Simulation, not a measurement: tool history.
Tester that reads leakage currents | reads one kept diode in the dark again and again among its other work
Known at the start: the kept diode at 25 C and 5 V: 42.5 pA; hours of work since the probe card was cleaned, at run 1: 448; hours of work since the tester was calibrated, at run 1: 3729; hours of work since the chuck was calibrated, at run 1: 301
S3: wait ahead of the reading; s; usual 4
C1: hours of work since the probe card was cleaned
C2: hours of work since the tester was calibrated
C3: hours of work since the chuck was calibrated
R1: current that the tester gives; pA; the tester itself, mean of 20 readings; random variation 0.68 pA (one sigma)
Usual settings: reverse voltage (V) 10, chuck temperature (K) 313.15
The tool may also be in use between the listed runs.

{"run": 1, "day": 0.0, "reverse voltage (V)": 10, "chuck temperature (K)": 313.15, "S3": 4, "C1": 448, "C2": 3729, "C3": 301, "R1": 232.47}
{"run": 2, "day": 7.85, "reverse voltage (V)": 10, "chuck temperature (K)": 303.15, "S3": 4, "C1": 595, "C2": 3876, "C3": 448, "R1": 96.95}
{"run": 3, "day": 16.388, "reverse voltage (V)": 10, "chuck temperature (K)": 303.15, "S3": 4, "C1": 755, "C2": 4037, "C3": 608, "R1": 97.46}
{"run": 4, "day": 21.004, "reverse voltage (V)": 10, "chuck temperature (K)": 303.15, "S3": 4, "C1": 842, "C2": 4123, "C3": 695, "R1": 96.98}
{"run": 5, "day": 27.321, "reverse voltage (V)": 10, "chuck temperature (K)": 303.15, "S3": 4, "C1": 961, "C2": 4242, "C3": 813, "R1": 97.76}
{"run": 6, "day": 34.354, "reverse voltage (V)": 10, "chuck temperature (K)": 313.15, "S3": 4, "C1": 1093, "C2": 4374, "C3": 945, "R1": 229.92}
{"run": 7, "day": 39.108, "reverse voltage (V)": 10, "chuck temperature (K)": 313.15, "S3": 4, "C1": 1182, "C2": 4463, "C3": 1035, "R1": 229.49}
{"day": 43.008, "done": "probe card cleaned and baked"}
{"run": 8, "day": 43.517, "reverse voltage (V)": 10, "chuck temperature (K)": 313.15, "S3": 4, "C1": 10, "C2": 4544, "C3": 1115, "R1": 221.92}
{"run": 9, "day": 50.575, "reverse voltage (V)": 10, "chuck temperature (K)": 313.15, "S3": 4, "C1": 142, "C2": 4676, "C3": 1247, "R1": 221.88}
{"day": 56.496, "done": "tester calibrated"}
{"run": 10, "day": 58.704, "reverse voltage (V)": 10, "chuck temperature (K)": 313.15, "S3": 4, "C1": 293, "C2": 41, "C3": 1398, "R1": 226.74}
{"day": 67.438, "done": "chuck's temperature calibrated"}
{"run": 11, "day": 67.683, "reverse voltage (V)": 9.1, "chuck temperature (K)": 313.15, "S3": 4, "C1": 460, "C2": 208, "C3": 5, "R1": 230.88}
{"run": 12, "day": 74.075, "reverse voltage (V)": 9.1, "chuck temperature (K)": 313.15, "S3": 4, "C1": 580, "C2": 328, "C3": 125, "R1": 231.36}
{"run": 13, "day": 80.75, "reverse voltage (V)": 9.1, "chuck temperature (K)": 313.15, "S3": 4, "C1": 705, "C2": 454, "C3": 250, "R1": 230.06}
{"run": 14, "day": 84.938, "reverse voltage (V)": 1.2, "chuck temperature (K)": 313.15, "S3": 4, "C1": 784, "C2": 532, "C3": 328, "R1": 73.28}
{"run": 15, "day": 89.267, "reverse voltage (V)": 1.2, "chuck temperature (K)": 313.15, "S3": 4, "C1": 865, "C2": 614, "C3": 410, "R1": 73.12}
{"run": 16, "day": 97.075, "reverse voltage (V)": 1.2, "chuck temperature (K)": 313.15, "S3": 4, "C1": 1012, "C2": 760, "C3": 556, "R1": 72.91}
{"run": 17, "day": 102.467, "reverse voltage (V)": 10, "chuck temperature (K)": 313.15, "S3": 4, "C1": 1113, "C2": 861, "C3": 657, "R1": 241.32}
{"run": 18, "day": 106.608, "reverse voltage (V)": 10, "chuck temperature (K)": 313.15, "S3": 4, "C1": 1190, "C2": 939, "C3": 735, "R1": 239.67}
{"day": 110.758, "done": "probe card cleaned and baked"}
{"run": 19, "day": 111.679, "reverse voltage (V)": 10, "chuck temperature (K)": 313.15, "S3": 4, "C1": 17, "C2": 1032, "C3": 828, "R1": 234.23}
{"run": 20, "day": 118.775, "reverse voltage (V)": 10, "chuck temperature (K)": 313.15, "S3": 4, "C1": 150, "C2": 1165, "C3": 961, "R1": 234.08}
{"run": 21, "day": 126.033, "reverse voltage (V)": 10, "chuck temperature (K)": 313.15, "S3": 4, "C1": 287, "C2": 1301, "C3": 1097, "R1": 232.47}
{"run": 22, "day": 133.767, "reverse voltage (V)": 10, "chuck temperature (K)": 313.15, "S3": 4, "C1": 432, "C2": 1446, "C3": 1243, "R1": 232.53}
{"run": 23, "day": 140.262, "reverse voltage (V)": 1.5, "chuck temperature (K)": 313.15, "S3": 4, "C1": 554, "C2": 1568, "C3": 1364, "R1": 79.47}
{"run": 24, "day": 148.121, "reverse voltage (V)": 3.8, "chuck temperature (K)": 315.15, "S3": 3.39, "C1": 701, "C2": 1716, "C3": 1512, "R1": 158.47}
{"day": 150.8, "done": "chuck's temperature calibrated"}
{"run": 25, "day": 154.858, "reverse voltage (V)": 10, "chuck temperature (K)": 328.15, "S3": 1.59, "C1": 826, "C2": 1841, "C3": 76, "R1": 816.64}
{"run": 26, "day": 160.479, "reverse voltage (V)": 10, "chuck temperature (K)": 328.15, "S3": 5.67, "C1": 932, "C2": 1946, "C3": 182, "R1": 809.96}
{"run": 27, "day": 167.212, "reverse voltage (V)": 10, "chuck temperature (K)": 310.15, "S3": 4, "C1": 1058, "C2": 2073, "C3": 308, "R1": 188.2}
{"run": 28, "day": 171.925, "reverse voltage (V)": 10, "chuck temperature (K)": 310.15, "S3": 4, "C1": 1146, "C2": 2161, "C3": 396, "R1": 186.94}
{"day": 177.858, "done": "probe card cleaned and baked"}
{"run": 29, "day": 179.383, "reverse voltage (V)": 10, "chuck temperature (K)": 310.15, "S3": 4, "C1": 29, "C2": 2299, "C3": 534, "R1": 180.81}
{"run": 30, "day": 185.15, "reverse voltage (V)": 10, "chuck temperature (K)": 310.15, "S3": 0.86, "C1": 137, "C2": 2407, "C3": 642, "R1": 182.12}
{"run": 31, "day": 192.683, "reverse voltage (V)": 11.3, "chuck temperature (K)": 317.15, "S3": 9.05, "C1": 278, "C2": 2548, "C3": 784, "R1": 350.65}
{"run": 32, "day": 196.888, "reverse voltage (V)": 2.7, "chuck temperature (K)": 317.15, "S3": 9.05, "C1": 357, "C2": 2627, "C3": 863, "R1": 156.94}
{"run": 33, "day": 205.733, "reverse voltage (V)": 15.6, "chuck temperature (K)": 297.15, "S3": 0.8, "C1": 523, "C2": 2793, "C3": 1029, "R1": 77.59}
{"run": 34, "day": 215.442, "reverse voltage (V)": 10, "chuck temperature (K)": 332.15, "S3": 0.51, "C1": 705, "C2": 2975, "C3": 1211, "R1": 1064.48}
{"run": 35, "day": 224.562, "reverse voltage (V)": 10, "chuck temperature (K)": 332.15, "S3": 0.51, "C1": 877, "C2": 3146, "C3": 1382, "R1": 1060.98}
{"run": 36, "day": 229.029, "reverse voltage (V)": 12.3, "chuck temperature (K)": 296.15, "S3": 7.03, "C1": 960, "C2": 3230, "C3": 1466, "R1": 60.75}
{"day": 234.896, "done": "chuck's temperature calibrated"}
{"run": 37, "day": 238.392, "reverse voltage (V)": 3.4, "chuck temperature (K)": 313.15, "S3": 7.89, "C1": 1134, "C2": 3404, "C3": 66, "R1": 132.04}
{"day": 245.354, "done": "probe card cleaned and baked"}
{"run": 38, "day": 248.046, "reverse voltage (V)": 3.4, "chuck temperature (K)": 303.15, "S3": 2.41, "C1": 51, "C2": 3583, "C3": 244, "R1": 53.87}
{"run": 39, "day": 253.662, "reverse voltage (V)": 19.1, "chuck temperature (K)": 313.15, "S3": 6.61, "C1": 156, "C2": 3689, "C3": 350, "R1": 338.65}
{"run": 40, "day": 257.692, "reverse voltage (V)": 1.7, "chuck temperature (K)": 333.15, "S3": 8.86, "C1": 232, "C2": 3764, "C3": 425, "R1": 436.9}

Some steps in R1 between neighbouring runs. How much of each would the tool show without its hidden state too (settings, what came in, random variation), and how much is left for the hidden state, with any gauge scatter that isn't in both results?
The hidden state here: stray current of the dirty probe card, pA a volt; current scale over the true one, %; true chuck temperature over the reading, C; drift of the gauge itself on leakage_pa, %.
Run 10 -> 11: reverse voltage (V) 10 -> 9.1, chuck's temperature calibrated. R1 +4.14 pA: hidden state +16.42, all else -12.28.
Run 24 -> 25: reverse voltage (V) 3.8 -> 10, chuck temperature (K) 315.15 -> 328.15, S3 3.39 -> 1.59, chuck's temperature calibrated. R1 +658.17 pA: hidden state +2.82, all else +655.35.
Run 33 -> 34: reverse voltage (V) 15.6 -> 10, chuck temperature (K) 297.15 -> 332.15, S3 0.8 -> 0.51. R1 +986.89 pA: hidden state -51.17, all else +1038.06.
Run 35 -> 36: reverse voltage (V) 10 -> 12.3, chuck temperature (K) 332.15 -> 296.15, S3 0.51 -> 7.03. R1 -1000.23 pA: hidden state +57.85, all else -1058.08.
